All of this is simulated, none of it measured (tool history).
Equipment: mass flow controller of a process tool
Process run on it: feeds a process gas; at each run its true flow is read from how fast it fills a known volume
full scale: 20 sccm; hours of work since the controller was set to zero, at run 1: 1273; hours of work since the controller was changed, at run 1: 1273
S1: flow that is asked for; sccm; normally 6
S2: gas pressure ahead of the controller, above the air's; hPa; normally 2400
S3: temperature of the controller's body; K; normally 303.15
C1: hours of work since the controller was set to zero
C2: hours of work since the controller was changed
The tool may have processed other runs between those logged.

Run 1, hour 0: usual settings; C1 1273; C2 1273. Result: true flow (%) 98.8.
Run 2, hour 52.3: usual settings but S3 299.15 K; C1 1305; C2 1305. Result: true flow (%) 98.71.
Run 3, hour 143.8: usual settings but S3 299.15 K; C1 1360; C2 1360. Result: true flow (%) 98.67.
Run 4, hour 248.8: usual settings but S3 299.15 K; C1 1424; C2 1424. Result: true flow (%) 98.64.
Run 5, hour 359.7: usual settings but S3 299.15 K; C1 1492; C2 1492. Result: true flow (%) 98.58.
Run 6, hour 408.7: usual settings but S3 299.15 K; C1 1521; C2 1521. Result: true flow (%) 98.64.
Run 7, hour 477.1: usual settings but S3 299.15 K; C1 1563; C2 1563. Result: true flow (%) 98.52.
Run 8, hour 554: usual settings but S3 299.15 K; C1 1610; C2 1610. Result: true flow (%) 98.56.
Run 9, hour 605.1: usual settings but S1 5 sccm; C1 1641; C2 1641. Result: true flow (%) 98.66.
Run 10, hour 680.4: usual settings but S1 5 sccm; C1 1687; C2 1687. Result: true flow (%) 98.62.
Run 11, hour 795.7: usual settings but S1 5 sccm; C1 1757; C2 1757. Result: true flow (%) 98.59.
Run 12, hour 863.8: usual settings but S1 5 sccm; C1 1798; C2 1798. Result: true flow (%) 98.6.
Run 13, hour 928.9: usual settings but S1 5 sccm; C1 1838; C2 1838. Result: true flow (%) 98.4.
Run 14, hour 977.8: usual settings but S1 5 sccm; C1 1867; C2 1867. Result: true flow (%) 98.43.
Run 15, hour 1088.5: usual settings but S1 5 sccm; C1 1935; C2 1935. Result: true flow (%) 98.53.
Run 16, hour 1193.8: usual settings but S3 297.15 K; C1 1999; C2 1999. Result: true flow (%) 98.27.
Run 17, hour 1268.9: usual settings but S2 2320 hPa; C1 2044; C2 2044. Result: true flow (%) 98.69.
Run 18, hour 1319.4: usual settings; C1 2075; C2 2075. Result: true flow (%) 98.5.
Run 19, hour 1416: usual settings; C1 2134; C2 2134. Result: true flow (%) 98.45.
Run 20, hour 1495.3: usual settings; C1 2182; C2 2182. Result: true flow (%) 98.6.
Run 21, hour 1595.6: usual settings but S1 7 sccm, S2 1970 hPa, S3 302.15 K; C1 2243; C2 2243. Result: true flow (%) 98.72.
Run 22, hour 1676.7: usual settings but S1 5 sccm; C1 2292; C2 2292. Result: true flow (%) 98.32.
Run 23, hour 1783.8: usual settings but S1 5 sccm; C1 2357; C2 2357. Result: true flow (%) 98.3.
Run 24, hour 1864.7: usual settings but S1 4 sccm, S2 2390 hPa, S3 313.15 K; C1 2406; C2 2406. Result: true flow (%) 98.57.
Run 25, hour 1920.3: usual settings but S1 4 sccm, S2 2390 hPa, S3 313.15 K; C1 2440; C2 2440. Result: true flow (%) 98.44.
Run 26, hour 2033.4: usual settings but S1 4 sccm; C1 2509; C2 2509. Result: true flow (%) 98.07.
Run 27, hour 2149.3: usual settings but S1 4 sccm; C1 2579; C2 2579. Result: true flow (%) 98.07.
Run 28, hour 2264.3: usual settings but S1 4 sccm; C1 2649; C2 2649. Result: true flow (%) 98.06.
Run 29, hour 2364.8: usual settings but S2 2060 hPa; C1 2710; C2 2710. Result: true flow (%) 98.54.
Run 30, hour 2470.8: usual settings but S1 5 sccm, S2 2060 hPa, S3 293.15 K; C1 2775; C2 2775. Result: true flow (%) 97.95.
Run 31, hour 2569.3: usual settings but S1 4 sccm, S2 2610 hPa, S3 293.15 K; C1 2834; C2 2834. Result: true flow (%) 97.48.
Run 32, hour 2618.3: usual settings but S1 13 sccm, S2 1890 hPa, S3 293.15 K; C1 2864; C2 2864. Result: true flow (%) 98.73.
Run 33, hour 2713: usual settings but S3 310.15 K; C1 2922; C2 2922. Result: true flow (%) 98.59.
Run 34, hour 2813.4: usual settings but S1 15 sccm, S2 1480 hPa, S3 299.15 K; C1 2983; C2 2983. Result: true flow (%) 99.5.
Run 35, hour 2895.4: usual settings but S1 15 sccm, S2 1580 hPa, S3 295.15 K; C1 3032; C2 3032. Result: true flow (%) 99.
Run 36, hour 3008.3: usual settings but S1 11 sccm, S2 2710 hPa, S3 295.15 K; C1 3101; C2 3101. Result: true flow (%) 98.28.
Run 37, hour 3121.6: usual settings; C1 3170; C2 3170. Result: true flow (%) 98.28.
Run 38, hour 3220.5: usual settings but S1 14 sccm, S3 306.15 K; C1 3230; C2 3230. Result: true flow (%) 99.18.
Run 39, hour 3299: usual settings but S1 3 sccm, S2 1840 hPa, S3 311.15 K; C1 3278; C2 3278. Result: true flow (%) 97.97.

What would each run have given without the hidden state, its run-to-run variation left as it was?
Hidden conditions of the tool in this case: flow at rest that the sensor doesn't see, % of full scale; true flow over the shown one, %; drift of the gauge itself on true_pct, %.
run  true flow (%)
  1          99.27
  2          99.18
  3          99.16
  4          99.16
  5          99.12
  6          99.18
  7          99.08
  8          99.14
  9           99.3
 10          99.28
 11          99.27
 12          99.29
 13          99.11
 14          99.15
 15          99.27
 16          98.97
 17           99.4
 18          99.22
 19          99.19
 20          99.35
 21          99.44
 22          99.19
 23          99.19
 24          99.61
 25          99.49
 26          99.14
 27          99.18
 28          99.19
 29          99.46
 30          98.99
 31          98.69
 32          99.43
 33          99.57
 34         100.19
 35           99.7
 36          99.08
 37          99.35
 38          99.94
 39          99.64
